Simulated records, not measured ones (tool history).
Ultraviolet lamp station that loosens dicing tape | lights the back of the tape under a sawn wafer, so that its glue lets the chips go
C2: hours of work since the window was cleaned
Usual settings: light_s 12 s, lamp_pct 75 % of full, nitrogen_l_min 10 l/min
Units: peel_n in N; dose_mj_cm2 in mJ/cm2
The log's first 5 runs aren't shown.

run 6 hour=92.2 | light_s=12 lamp_pct=75 nitrogen_l_min=10 | hours_of_work_of_the_lamp=496 C2=148 | peel_n=0.349 dose_mj_cm2=309
run 7 hour=106.7 | light_s=12 lamp_pct=75 nitrogen_l_min=10 | hours_of_work_of_the_lamp=505 C2=157 | peel_n=0.349 dose_mj_cm2=307
run 8 hour=128.2 | light_s=12 lamp_pct=75 nitrogen_l_min=10 | hours_of_work_of_the_lamp=518 C2=169 | peel_n=0.349 dose_mj_cm2=307
run 9 hour=146.6 | light_s=12 lamp_pct=75 nitrogen_l_min=10 | hours_of_work_of_the_lamp=529 C2=180 | peel_n=0.363 dose_mj_cm2=305
run 10 hour=167.0 | light_s=12 lamp_pct=75 nitrogen_l_min=10 | hours_of_work_of_the_lamp=541 C2=193 | peel_n=0.352 dose_mj_cm2=299
run 11 hour=182.1 | light_s=12 lamp_pct=75 nitrogen_l_min=10 | hours_of_work_of_the_lamp=550 C2=201 | peel_n=0.364 dose_mj_cm2=300
run 12 hour=199.6 | light_s=12 lamp_pct=75 nitrogen_l_min=10 | hours_of_work_of_the_lamp=560 C2=212 | peel_n=0.390 dose_mj_cm2=303
run 13 hour=219.4 | light_s=12 lamp_pct=96 nitrogen_l_min=10 | hours_of_work_of_the_lamp=572 C2=224 | peel_n=0.231 dose_mj_cm2=380
run 14 hour=228.6 | light_s=12 lamp_pct=75 nitrogen_l_min=10 | hours_of_work_of_the_lamp=577 C2=229 | peel_n=0.370 dose_mj_cm2=304
run 15 hour=250.1 | light_s=12 lamp_pct=75 nitrogen_l_min=10 | hours_of_work_of_the_lamp=590 C2=242 | peel_n=0.384 dose_mj_cm2=295
run 16 hour=264.9 | light_s=12 lamp_pct=75 nitrogen_l_min=10 | hours_of_work_of_the_lamp=599 C2=251 | peel_n=0.391 dose_mj_cm2=297
run 17 hour=284.9 | light_s=12 lamp_pct=75 nitrogen_l_min=10 | hours_of_work_of_the_lamp=611 C2=263 | peel_n=0.388 dose_mj_cm2=295

The next listed run, before its measurement:
-- hour=294.7 window cleaned of glue's vapour
run 18 hour=294.7 | light_s=9 lamp_pct=75 nitrogen_l_min=5 | hours_of_work_of_the_lamp=616 C2=0 | peel_n=? dose_mj_cm2=?

peel_n: 0.900 N
dose_mj_cm2: 240 mJ/cm2
Without the tool's hidden state the same run would have given peel_n 0.712 N, dose_mj_cm2 280 mJ/cm2.
